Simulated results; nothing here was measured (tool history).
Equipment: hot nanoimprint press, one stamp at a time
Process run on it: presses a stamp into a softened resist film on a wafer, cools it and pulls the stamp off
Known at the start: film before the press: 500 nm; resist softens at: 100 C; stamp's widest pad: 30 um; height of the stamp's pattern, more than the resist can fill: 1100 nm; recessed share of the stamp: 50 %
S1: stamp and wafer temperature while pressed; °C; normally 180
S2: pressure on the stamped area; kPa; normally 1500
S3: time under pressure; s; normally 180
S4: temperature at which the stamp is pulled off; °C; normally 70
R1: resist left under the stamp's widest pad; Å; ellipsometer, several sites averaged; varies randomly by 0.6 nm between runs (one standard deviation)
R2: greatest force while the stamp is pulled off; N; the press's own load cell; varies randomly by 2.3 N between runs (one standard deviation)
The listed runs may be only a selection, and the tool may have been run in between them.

run 1 hour=0.0 | S1=180 S2=1500 S3=180 S4=70 | R1=1813 R2=223
run 2 hour=32.2 | S1=180 S2=1500 S3=205 S4=70 | R1=1710 R2=225
run 3 hour=58.0 | S1=180 S2=1500 S3=205 S4=70 | R1=1727 R2=227
run 4 hour=74.4 | S1=180 S2=1500 S3=205 S4=70 | R1=1715 R2=229
run 5 hour=89.5 | S1=180 S2=1500 S3=205 S4=70 | R1=1711 R2=230
run 6 hour=107.9 | S1=180 S2=1500 S3=205 S4=70 | R1=1717 R2=223
run 7 hour=133.4 | S1=180 S2=1500 S3=126 S4=70 | R1=2102 R2=230
run 8 hour=166.1 | S1=180 S2=1500 S3=180 S4=70 | R1=1829 R2=226
run 9 hour=193.3 | S1=180 S2=1500 S3=180 S4=70 | R1=1818 R2=231
run 10 hour=226.3 | S1=180 S2=1500 S3=180 S4=60 | R1=1805 R2=263
-- hour=232.1 plate thermocouple calibrated
run 11 hour=243.2 | S1=180 S2=1500 S3=180 S4=60 | R1=1799 R2=261
run 12 hour=270.8 | S1=180 S2=1500 S3=180 S4=60 | R1=1793 R2=266
run 13 hour=296.4 | S1=180 S2=1500 S3=180 S4=60 | R1=1779 R2=265
run 14 hour=312.6 | S1=180 S2=1500 S3=180 S4=60 | R1=1781 R2=272
-- hour=324.1 plate thermocouple calibrated, once more
run 15 hour=343.6 | S1=180 S2=1500 S3=180 S4=60 | R1=1831 R2=270
run 16 hour=373.0 | S1=180 S2=1500 S3=180 S4=69 | R1=1818 R2=247
run 17 hour=389.3 | S1=180 S2=1500 S3=283 S4=55 | R1=1491 R2=286
run 18 hour=423.3 | S1=177 S2=1120 S3=283 S4=62 | R1=1884 R2=270
run 19 hour=447.4 | S1=177 S2=1120 S3=283 S4=62 | R1=1875 R2=272
run 20 hour=462.4 | S1=170 S2=1500 S3=180 S4=62 | R1=2523 R2=269
run 21 hour=492.9 | S1=171 S2=1250 S3=292 S4=58 | R1=2182 R2=291
run 22 hour=510.9 | S1=178 S2=1500 S3=180 S4=59 | R1=1940 R2=290
run 23 hour=526.4 | S1=178 S2=1500 S3=180 S4=59 | R1=1935 R2=285
run 24 hour=542.6 | S1=178 S2=1500 S3=130 S4=68 | R1=2216 R2=254
run 25 hour=572.6 | S1=178 S2=1500 S3=130 S4=68 | R1=2199 R2=253
run 26 hour=601.3 | S1=178 S2=1020 S3=118 S4=70 | R1=2653 R2=243
run 27 hour=635.0 | S1=180 S2=1500 S3=148 S4=66 | R1=1959 R2=266
-- hour=660.8 stamp cleaned and given a new release coat
run 28 hour=663.9 | S1=170 S2=1500 S3=180 S4=70 | R1=2508 R2=209
run 29 hour=692.1 | S1=169 S2=1500 S3=180 S4=70 | R1=2613 R2=213
run 30 hour=724.5 | S1=175 S2=1330 S3=180 S4=57 | R1=2236 R2=253

Here are 3 independent what-if runs from the current tool condition. What would each one return?
run A hour=742.7 | S1=180 S2=1330 S3=180 S4=68 | R1=? R2=?
run B hour=742.7 | S1=175 S2=2070 S3=350 S4=57 | R1=? R2=?
run C hour=742.7 | S1=175 S2=1010 S3=241 S4=70 | R1=? R2=?

run=A R1=1890 R2=223
run=B R1=1386 R2=259
run=C R1=2217 R2=217
What these runs would have given with no unlogged condition in the tool:
run=A R1=1903 R2=221
run=B R1=1389 R2=256
run=C R1=2239 R2=215

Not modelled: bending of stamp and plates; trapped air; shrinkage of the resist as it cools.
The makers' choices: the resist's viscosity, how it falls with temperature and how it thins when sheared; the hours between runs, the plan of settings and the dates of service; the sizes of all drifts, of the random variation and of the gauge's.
